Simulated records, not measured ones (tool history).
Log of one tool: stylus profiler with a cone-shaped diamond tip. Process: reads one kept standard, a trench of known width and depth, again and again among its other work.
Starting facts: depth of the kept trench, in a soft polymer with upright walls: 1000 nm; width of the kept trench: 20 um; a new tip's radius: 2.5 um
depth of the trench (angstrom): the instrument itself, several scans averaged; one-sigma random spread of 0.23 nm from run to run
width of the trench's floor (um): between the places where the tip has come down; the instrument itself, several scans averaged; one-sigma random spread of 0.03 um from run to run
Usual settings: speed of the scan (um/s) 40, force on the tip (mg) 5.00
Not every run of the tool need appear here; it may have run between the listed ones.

run	hour	speed of the scan (um/s)	force on the tip (mg)	depth of the trench (angstrom)	width of the trench's floor (um)
1	0.0	40	5.00	10144.6	15.86
2	21.9	40	5.00	10148.9	15.94
3	39.0	40	5.00	10149.7	15.87
4	59.8	40	5.00	10145.1	15.85
5	77.4	40	5.00	10148.9	15.95
6	101.0	40	5.00	10144.5	15.90
7	130.7	40	5.00	10143.3	15.87
8	144.1	40	5.00	10146.3	15.90
9	159.8	40	5.00	10144.6	15.92
10	178.9	40	5.00	10147.0	15.96
11	206.1	40	5.00	10143.2	15.95
12	223.5	40	5.00	10145.3	15.98
13	246.1	40	5.00	10142.0	15.91
14	264.5	40	5.00	10146.0	15.93
15	288.6	40	5.00	10144.9	15.93
16	318.5	40	1.97	10079.4	15.90
17	346.6	40	4.95	10140.5	15.86
18	369.9	40	5.00	10144.9	15.96
19	398.6	40	5.00	10145.7	15.93
20	428.4	40	5.00	10143.3	15.84
21	457.2	14	5.00	10146.9	15.98
22	472.2	119	6.83	10179.8	15.82
23	487.3	27	11.00	10245.0	15.96
24	508.5	43	1.68	10074.9	15.92
25	533.3	40	3.47	10114.9	15.89
26	563.2	40	3.47	10114.1	15.94
27	588.6	40	3.47	10112.5	15.90
28	615.9	15	12.75	10274.9	15.97
29	644.0	40	3.13	10108.0	15.90
30	674.4	17	8.87	10210.9	15.97
31	698.3	12	3.97	10128.2	15.97
32	722.3	132	5.00	10143.8	15.77
33	746.1	127	4.98	10147.7	15.73
34	766.3	84	3.07	10105.0	15.76
35	787.9	44	7.75	10193.0	15.92
36	808.2	44	7.75	10193.7	15.94
37	828.4	113	4.67	10140.5	15.80
38	855.4	13	10.54	10239.5	15.94
39	883.4	13	10.54	10241.0	15.98
40	906.3	13	10.54	10241.4	15.96
41	937.0	10	9.87	10229.6	16.03
42	952.1	10	9.87	10231.2	15.98

Here are 4 independent what-if runs from the current tool condition. What would each one return?
A	964.8	101	1.98	?	?
B	964.8	16	5.82	?	?
C	964.8	37	5.13	?	?
D	964.8	40	3.18	?	?

run	depth of the trench (angstrom)	width of the trench's floor (um)
A	10078.3	15.77
B	10158.5	15.99
C	10148.9	15.93
D	10107.6	15.90
With no hidden state in the tool, these same runs would have given:
run	depth of the trench (angstrom)	width of the trench's floor (um)
A	10078.6	15.78
B	10158.8	16.00
C	10149.1	15.94
D	10107.9	15.90

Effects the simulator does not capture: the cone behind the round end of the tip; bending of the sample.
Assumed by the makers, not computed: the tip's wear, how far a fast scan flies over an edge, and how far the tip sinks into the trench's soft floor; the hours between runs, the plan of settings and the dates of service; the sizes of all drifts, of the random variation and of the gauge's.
